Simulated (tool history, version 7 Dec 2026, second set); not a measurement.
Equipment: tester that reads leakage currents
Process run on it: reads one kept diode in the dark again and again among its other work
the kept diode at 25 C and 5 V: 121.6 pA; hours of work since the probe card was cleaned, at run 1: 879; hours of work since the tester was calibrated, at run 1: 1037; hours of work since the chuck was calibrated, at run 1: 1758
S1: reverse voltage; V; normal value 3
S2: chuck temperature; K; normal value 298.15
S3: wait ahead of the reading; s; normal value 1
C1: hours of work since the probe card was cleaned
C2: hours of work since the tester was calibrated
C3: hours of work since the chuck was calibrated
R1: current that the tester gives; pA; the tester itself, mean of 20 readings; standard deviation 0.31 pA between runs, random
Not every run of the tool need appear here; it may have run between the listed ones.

{"run": 1, "hour": 0.0, "S1": 3, "S2": 298.15, "S3": 1, "C1": 879, "C2": 1037, "C3": 1758, "R1": 118.3}
{"run": 2, "hour": 120.8, "S1": 3, "S2": 298.15, "S3": 1, "C1": 973, "C2": 1132, "C3": 1853, "R1": 120.09}
{"run": 3, "hour": 283.1, "S1": 3, "S2": 298.15, "S3": 1, "C1": 1100, "C2": 1258, "C3": 1979, "R1": 122.08}
{"run": 4, "hour": 450.1, "S1": 3, "S2": 298.15, "S3": 1, "C1": 1230, "C2": 1389, "C3": 2110, "R1": 123.49}
{"hour": 585.5, "done": "probe card cleaned and baked"}
{"run": 5, "hour": 622.2, "S1": 3, "S2": 298.15, "S3": 1, "C1": 29, "C2": 1521, "C3": 2242, "R1": 116.25}
{"run": 6, "hour": 769.0, "S1": 3, "S2": 298.15, "S3": 1, "C1": 143, "C2": 1635, "C3": 2357, "R1": 118.05}
{"run": 7, "hour": 919.0, "S1": 3, "S2": 298.15, "S3": 1, "C1": 260, "C2": 1753, "C3": 2474, "R1": 119.46}
{"hour": 960.5, "done": "chuck's temperature calibrated"}
{"run": 8, "hour": 1045.8, "S1": 3, "S2": 298.15, "S3": 1, "C1": 358, "C2": 1850, "C3": 67, "R1": 103.14}
{"run": 9, "hour": 1218.5, "S1": 3, "S2": 298.15, "S3": 1, "C1": 493, "C2": 1985, "C3": 201, "R1": 104.61}
{"run": 10, "hour": 1306.7, "S1": 3, "S2": 298.15, "S3": 1, "C1": 562, "C2": 2054, "C3": 270, "R1": 105.96}
{"run": 11, "hour": 1471.3, "S1": 3, "S2": 298.15, "S3": 1, "C1": 690, "C2": 2182, "C3": 399, "R1": 107.38}
{"run": 12, "hour": 1592.0, "S1": 3, "S2": 298.15, "S3": 1, "C1": 785, "C2": 2277, "C3": 493, "R1": 108.94}
{"run": 13, "hour": 1731.2, "S1": 3, "S2": 298.15, "S3": 1, "C1": 893, "C2": 2385, "C3": 602, "R1": 110.1}
{"run": 14, "hour": 1897.3, "S1": 3, "S2": 298.15, "S3": 1, "C1": 1023, "C2": 2515, "C3": 732, "R1": 111.75}
{"run": 15, "hour": 2007.6, "S1": 3, "S2": 298.15, "S3": 1, "C1": 1109, "C2": 2601, "C3": 818, "R1": 112.56}
{"run": 16, "hour": 2115.4, "S1": 3, "S2": 298.15, "S3": 1, "C1": 1193, "C2": 2685, "C3": 902, "R1": 114.29}
{"run": 17, "hour": 2277.2, "S1": 3, "S2": 298.15, "S3": 1, "C1": 1320, "C2": 2812, "C3": 1028, "R1": 116.08}
{"hour": 2306.3, "done": "probe card cleaned and baked"}
{"run": 18, "hour": 2372.7, "S1": 5.19, "S2": 298.15, "S3": 1, "C1": 52, "C2": 2884, "C3": 1101, "R1": 135.81}
{"run": 19, "hour": 2533.1, "S1": 5.19, "S2": 298.15, "S3": 1, "C1": 177, "C2": 3009, "C3": 1226, "R1": 138.13}
{"run": 20, "hour": 2647.0, "S1": 2.6, "S2": 313.15, "S3": 2.03, "C1": 266, "C2": 3098, "C3": 1315, "R1": 354.78}
{"run": 21, "hour": 2733.4, "S1": 2.6, "S2": 313.15, "S3": 2.03, "C1": 334, "C2": 3166, "C3": 1382, "R1": 357.23}
{"run": 22, "hour": 2844.9, "S1": 2.6, "S2": 307.15, "S3": 2.03, "C1": 421, "C2": 3253, "C3": 1469, "R1": 221.89}

Run 23 comes next. What will it give?
{"run": 23, "hour": 2984.5, "S1": 13.5, "S2": 304.15, "S3": 0.88, "C1": 530, "C2": 3362, "C3": 1578, "R1": "?"}

R1: 354.52 pA
On a tool with no hidden condition, and with the same random variation, this run would have come out at R1 308.63 pA.

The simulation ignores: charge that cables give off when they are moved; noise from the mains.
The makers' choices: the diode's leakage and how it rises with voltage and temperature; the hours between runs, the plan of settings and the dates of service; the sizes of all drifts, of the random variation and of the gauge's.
